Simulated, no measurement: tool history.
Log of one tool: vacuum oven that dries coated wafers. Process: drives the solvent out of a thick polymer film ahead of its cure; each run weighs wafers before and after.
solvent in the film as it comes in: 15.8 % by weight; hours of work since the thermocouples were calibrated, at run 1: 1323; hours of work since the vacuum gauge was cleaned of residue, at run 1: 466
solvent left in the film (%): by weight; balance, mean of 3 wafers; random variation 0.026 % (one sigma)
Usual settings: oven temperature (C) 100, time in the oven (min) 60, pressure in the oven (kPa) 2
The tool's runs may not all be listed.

run,hour,oven temperature (C),time in the oven (min),pressure in the oven (kPa),hours of work since the thermocouples were calibrated,hours of work since the vacuum gauge was cleaned of residue,solvent left in the film (%)
1,0,100,60,2,1323,466,1.73
2,13.6,107,60,2,1330,473,1.04
3,32.6,100,60,2,1340,483,1.79
4,56.4,100,60,2,1353,495,1.82
5,67.4,100,60,2,1358,501,1.8
6,84.1,100,60,2,1367,510,1.78
# hour 92.8: oven's thermocouples calibrated
7,103.1,100,60,2,5,519,2.2
8,124.8,100,60,2,17,530,2.22
9,141.6,100,60,2,26,539,2.22
10,166,100,60,2,39,552,2.19
11,179.3,100,60,2,46,559,2.2
12,204.2,100,60,2,59,572,2.18
13,229.4,100,60,2,72,586,2.19
14,248.4,100,60,2,82,596,2.22
15,260.6,100,60,2,88,602,2.16
16,275.8,100,60,2,97,610,2.19
17,297.5,100,60,2,108,621,2.17
18,320.4,100,60,2,120,633,2.21
19,336.9,100,60,2,129,642,2.14
20,347.9,93,60,2,135,648,3.99
21,371.6,93,60,2,147,660,4.06
22,388.1,93,60,2,156,669,3.95
23,402.2,93,60,2,163,677,4.04
24,427.7,90,60,2,177,690,5.02
25,438.7,86,60,2.7,182,696,6.98
26,461.8,100,103,2,195,708,1.49
27,478.8,100,103,2,204,717,1.51
28,500.1,105,60,1.42,215,728,1.14
29,511.3,105,60,1.42,221,734,1.13
30,537.3,96,39,4.38,234,748,6.09
31,560,100,60,1.23,246,760,1.69
32,577.4,86,46,4.53,256,769,9.2
33,592.8,100,60,7.25,264,777,5.39
34,609.6,100,60,7.25,273,786,5.33
35,624.7,100,60,7.25,280,794,5.34
36,635.5,100,60,7.25,286,800,5.35
37,655.1,100,93,2.5,297,810,1.88
38,676.9,100,93,2.5,308,822,1.88
39,701.2,100,93,2.5,321,834,1.84
40,724.7,100,71,2,333,847,1.86
41,738.9,100,71,2,341,854,1.81
42,757.5,100,71,2,351,864,1.83
43,779.8,99,71,1.17,362,876,1.46
44,802.5,97,105,3.96,374,888,3.15
45,827.5,85,76,1.07,387,901,5.02
46,854,88,64,2,401,915,5.46

4 ways to go on from here, each from the tool as it stands after run 46. What would each give?
A,873.4,110,95,3.31,412,925,?
B,873.4,88,64,1.87,412,925,?
C,873.4,91,61,2.29,412,925,?
D,873.4,100,31,1.08,412,925,?

run,solvent left in the film (%)
A,1.61
B,5.27
C,4.74
D,3.69
Without the tool's hidden state the same runs would have given:
run,solvent left in the film (%)
A,1.57
B,5.46
C,4.93
D,3.89

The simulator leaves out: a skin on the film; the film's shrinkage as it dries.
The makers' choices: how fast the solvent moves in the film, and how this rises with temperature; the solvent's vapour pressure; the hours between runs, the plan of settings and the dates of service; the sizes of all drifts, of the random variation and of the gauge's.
